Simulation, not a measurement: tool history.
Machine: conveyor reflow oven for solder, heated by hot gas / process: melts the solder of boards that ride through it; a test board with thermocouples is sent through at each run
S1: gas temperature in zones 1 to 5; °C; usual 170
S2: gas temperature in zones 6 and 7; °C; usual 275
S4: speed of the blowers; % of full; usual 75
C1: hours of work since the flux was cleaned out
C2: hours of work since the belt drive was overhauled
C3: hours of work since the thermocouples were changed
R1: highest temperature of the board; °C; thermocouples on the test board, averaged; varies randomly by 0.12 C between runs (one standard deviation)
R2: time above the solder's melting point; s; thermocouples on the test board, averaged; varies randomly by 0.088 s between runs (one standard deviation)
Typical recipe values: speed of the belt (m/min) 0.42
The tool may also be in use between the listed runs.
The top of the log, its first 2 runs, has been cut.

run 3 hour=15.3 | S1=170 S2=275 speed_of_the_belt_(m/min)=0.42 S4=75 | C1=210 C2=519 C3=245 | R1=260.9 R2=70.11
run 4 hour=24.5 | S1=170 S2=275 speed_of_the_belt_(m/min)=0.42 S4=75 | C1=216 C2=525 C3=251 | R1=260.9 R2=70.08
run 5 hour=35.3 | S1=155 S2=275 speed_of_the_belt_(m/min)=0.42 S4=75 | C1=223 C2=532 C3=258 | R1=258.7 R2=63.76
run 6 hour=41.4 | S1=170 S2=283 speed_of_the_belt_(m/min)=0.42 S4=75 | C1=226 C2=536 C3=262 | R1=267.9 R2=74.11
run 7 hour=47.3 | S1=170 S2=283 speed_of_the_belt_(m/min)=0.42 S4=75 | C1=230 C2=540 C3=266 | R1=268 R2=74.04
run 8 hour=54.8 | S1=170 S2=275 speed_of_the_belt_(m/min)=0.42 S4=55 | C1=235 C2=544 C3=270 | R1=255.1 R2=65.02
run 9 hour=63.3 | S1=170 S2=275 speed_of_the_belt_(m/min)=0.42 S4=67 | C1=241 C2=550 C3=276 | R1=258.8 R2=68.21
run 10 hour=72.6 | S1=170 S2=275 speed_of_the_belt_(m/min)=0.42 S4=67 | C1=247 C2=556 C3=282 | R1=258.8 R2=68.36
run 11 hour=81.6 | S1=170 S2=275 speed_of_the_belt_(m/min)=0.42 S4=67 | C1=252 C2=562 C3=288 | R1=258.7 R2=68.28
run 12 hour=87.4 | S1=170 S2=275 speed_of_the_belt_(m/min)=0.42 S4=67 | C1=256 C2=565 C3=291 | R1=258.8 R2=68.38
-- hour=104 flux residue cleaned out of gas plates and filters
run 13 hour=104 | S1=170 S2=275 speed_of_the_belt_(m/min)=0.42 S4=75 | C1=0 C2=573 C3=299 | R1=262.2 R2=71.26
run 14 hour=108.8 | S1=170 S2=275 speed_of_the_belt_(m/min)=0.42 S4=75 | C1=3 C2=576 C3=302 | R1=262 R2=71.35
run 15 hour=114.2 | S1=170 S2=265 speed_of_the_belt_(m/min)=0.42 S4=75 | C1=7 C2=579 C3=305 | R1=253.2 R2=65.57
run 16 hour=120.8 | S1=170 S2=275 speed_of_the_belt_(m/min)=0.42 S4=68 | C1=11 C2=584 C3=310 | R1=260.6 R2=69.87
run 17 hour=126.8 | S1=170 S2=275 speed_of_the_belt_(m/min)=0.351 S4=84 | C1=15 C2=587 C3=313 | R1=267.9 R2=90.69
run 18 hour=135.1 | S1=173 S2=286 speed_of_the_belt_(m/min)=0.442 S4=89 | C1=20 C2=593 C3=319 | R1=274 R2=74.59
run 19 hour=146.8 | S1=172 S2=286 speed_of_the_belt_(m/min)=0.442 S4=89 | C1=27 C2=600 C3=326 | R1=273.7 R2=74.09
run 20 hour=156 | S1=169 S2=278 speed_of_the_belt_(m/min)=0.341 S4=73 | C1=33 C2=606 C3=332 | R1=269.7 R2=93.65

Expected results for the next run?
run 21 hour=161.7 | S1=170 S2=275 speed_of_the_belt_(m/min)=0.497 S4=54 | C1=37 C2=610 C3=336 | R1=? R2=?

R1: 249 °C
R2: 49.18 s
With no hidden state in the tool, this same run would have given R1 248.7 °C, R2 48.13 s.
